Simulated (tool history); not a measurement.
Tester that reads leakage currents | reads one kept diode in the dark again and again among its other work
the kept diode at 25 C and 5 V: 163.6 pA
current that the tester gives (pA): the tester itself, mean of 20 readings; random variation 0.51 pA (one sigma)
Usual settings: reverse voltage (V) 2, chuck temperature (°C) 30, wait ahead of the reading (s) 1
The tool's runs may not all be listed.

run	hour	reverse voltage (V)	chuck temperature (°C)	wait ahead of the reading (s)	current that the tester gives (pA)
1	0	2	30	1	184.49
2	134.4	2	30	3.48	186.01
3	278.3	2	30	3.48	188.14
4	384	2	25	1	131.87
5	476	2	25	1.86	133.27
6	548.2	2	30	1	191.8
7	644.1	2	30	1	193.67
8	755.2	2	30	1	195.64
9	838	2	30	2.64	195.71
10	911.6	2	56	1	1088.22
11	1069.8	2	56	1	1094.26
12	1136.8	2	56	1	1096.91
13	1212.8	2	56	1	1101.65
14	1374.4	2	30	7.64	170.82
15	1508.8	2	27	1	139.01
16	1600	10.88	30	1	330.49
17	1671.6	2	30	1	174.88
18	1824.9	2	30	1	177.78
19	1890.5	3.79	46	0.69	666.62
20	2009.6	3.79	46	0.69	676.46
21	2100.2	2	30	0.75	180.95
22	2196.5	1.34	41	0.97	335.83
23	2353.6	1.34	34	3.55	208.25
24	2465	1.42	20	4.45	76.71
25	2571.2	15.55	51	0.82	1599.03
26	2672.9	2.25	60	0.47	1365.44
27	2815.9	1.05	57	0.47	873.6
28	2953.5	2	30	1.6	189.77
29	3023.7	3.75	37	0.5	391.94
30	3096.1	7.87	32	0.37	372.21
31	3177.3	7.87	32	0.37	374.32
32	3251	4.54	30	1	262.18
33	3383.6	1.79	26	1	139.9
34	3511.4	17.31	26	2.76	336.66
35	3643.7	1.73	29	1.41	175.52
36	3715.2	2.22	60	1.91	1441.45

Not shown: 3 entries that the log had between the listed runs. Between which runs, and how does the tool's hidden state differ before and after?
Between runs 13 and 14: chuck's temperature calibrated (hour 1284.6)
  stray current of the dirty probe card, pA a volt: 0.337 -> 0.36; current scale over the true one, %: 0.64 -> 0.67; true chuck temperature over the reading, C: 2.19 -> -0.01
  measured less the result without the state, current that the tester gives (pA): +144.62 -> +1.7
Between runs 15 and 16: tester calibrated (hour 1517.3)
  stray current of the dirty probe card, pA a volt: 0.38 -> 0.392; current scale over the true one, %: 0.69 -> 0.92; true chuck temperature over the reading, C: 0.12 -> 0.19
  measured less the result without the state, current that the tester gives (pA): +2.84 -> +11.44
Between runs 22 and 23: tester calibrated, once more (hour 2260.3)
  stray current of the dirty probe card, pA a volt: 0.481 -> 0.505; current scale over the true one, %: 1.04 -> -0.02; true chuck temperature over the reading, C: 0.72 -> 0.86
  measured less the result without the state, current that the tester gives (pA): +19.8 -> +12.86
